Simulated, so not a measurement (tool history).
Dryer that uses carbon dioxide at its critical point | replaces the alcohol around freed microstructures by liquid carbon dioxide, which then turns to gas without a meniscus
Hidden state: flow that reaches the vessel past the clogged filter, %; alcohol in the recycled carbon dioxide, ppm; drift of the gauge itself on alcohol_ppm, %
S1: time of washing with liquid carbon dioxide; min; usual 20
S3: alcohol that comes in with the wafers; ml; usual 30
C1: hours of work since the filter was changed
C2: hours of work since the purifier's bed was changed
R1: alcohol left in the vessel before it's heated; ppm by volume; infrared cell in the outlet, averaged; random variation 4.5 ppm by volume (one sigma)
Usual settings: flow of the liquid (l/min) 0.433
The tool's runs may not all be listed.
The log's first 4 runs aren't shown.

run 5 hour=60.2 | S1=20 flow_of_the_liquid_(l/min)=0.433 S3=24 | C1=373 C2=117 | R1=41
run 6 hour=71 | S1=20 flow_of_the_liquid_(l/min)=0.433 S3=30 | C1=381 C2=125 | R1=46
run 7 hour=94.8 | S1=20 flow_of_the_liquid_(l/min)=0.433 S3=30 | C1=399 C2=143 | R1=50
run 8 hour=109.9 | S1=25 flow_of_the_liquid_(l/min)=0.433 S3=30 | C1=411 C2=154 | R1=29
run 9 hour=126.5 | S1=23 flow_of_the_liquid_(l/min)=0.433 S3=30 | C1=423 C2=167 | R1=24
run 10 hour=137.2 | S1=23 flow_of_the_liquid_(l/min)=0.389 S3=30 | C1=431 C2=175 | R1=44
run 11 hour=151.1 | S1=23 flow_of_the_liquid_(l/min)=0.389 S3=30 | C1=442 C2=185 | R1=50
run 12 hour=172.1 | S1=23 flow_of_the_liquid_(l/min)=0.389 S3=30 | C1=458 C2=201 | R1=47
run 13 hour=182.4 | S1=23 flow_of_the_liquid_(l/min)=0.389 S3=30 | C1=466 C2=209 | R1=40
-- hour=188.9 inlet filter changed
run 14 hour=207.1 | S1=23 flow_of_the_liquid_(l/min)=0.389 S3=30 | C1=14 C2=227 | R1=41
run 15 hour=219.2 | S1=23 flow_of_the_liquid_(l/min)=0.389 S3=107 | C1=23 C2=236 | R1=58
run 16 hour=233 | S1=20 flow_of_the_liquid_(l/min)=0.433 S3=30 | C1=33 C2=246 | R1=39
run 17 hour=245.8 | S1=12 flow_of_the_liquid_(l/min)=0.433 S3=30 | C1=43 C2=256 | R1=338
run 18 hour=260.2 | S1=26 flow_of_the_liquid_(l/min)=0.548 S3=30 | C1=54 C2=267 | R1=22
run 19 hour=277.3 | S1=13 flow_of_the_liquid_(l/min)=0.433 S3=66 | C1=67 C2=280 | R1=523
run 20 hour=296 | S1=29 flow_of_the_liquid_(l/min)=0.341 S3=30 | C1=81 C2=294 | R1=27
run 21 hour=306 | S1=20 flow_of_the_liquid_(l/min)=0.316 S3=97 | C1=89 C2=302 | R1=416
run 22 hour=318.6 | S1=23 flow_of_the_liquid_(l/min)=0.48 S3=97 | C1=98 C2=311 | R1=28
run 23 hour=329 | S1=23 flow_of_the_liquid_(l/min)=0.48 S3=97 | C1=106 C2=319 | R1=25
run 24 hour=352.4 | S1=16 flow_of_the_liquid_(l/min)=0.301 S3=45 | C1=124 C2=337 | R1=719
run 25 hour=370.1 | S1=19 flow_of_the_liquid_(l/min)=0.621 S3=32 | C1=137 C2=350 | R1=37

Run 26 comes next. What will it give?
run 26 hour=390 | S1=30 flow_of_the_liquid_(l/min)=0.437 S3=32 | C1=152 C2=365 | R1=?

Run 26 gave R1 31 ppm by volume.
Without the tool's hidden state the same run would have given R1 5 ppm by volume.
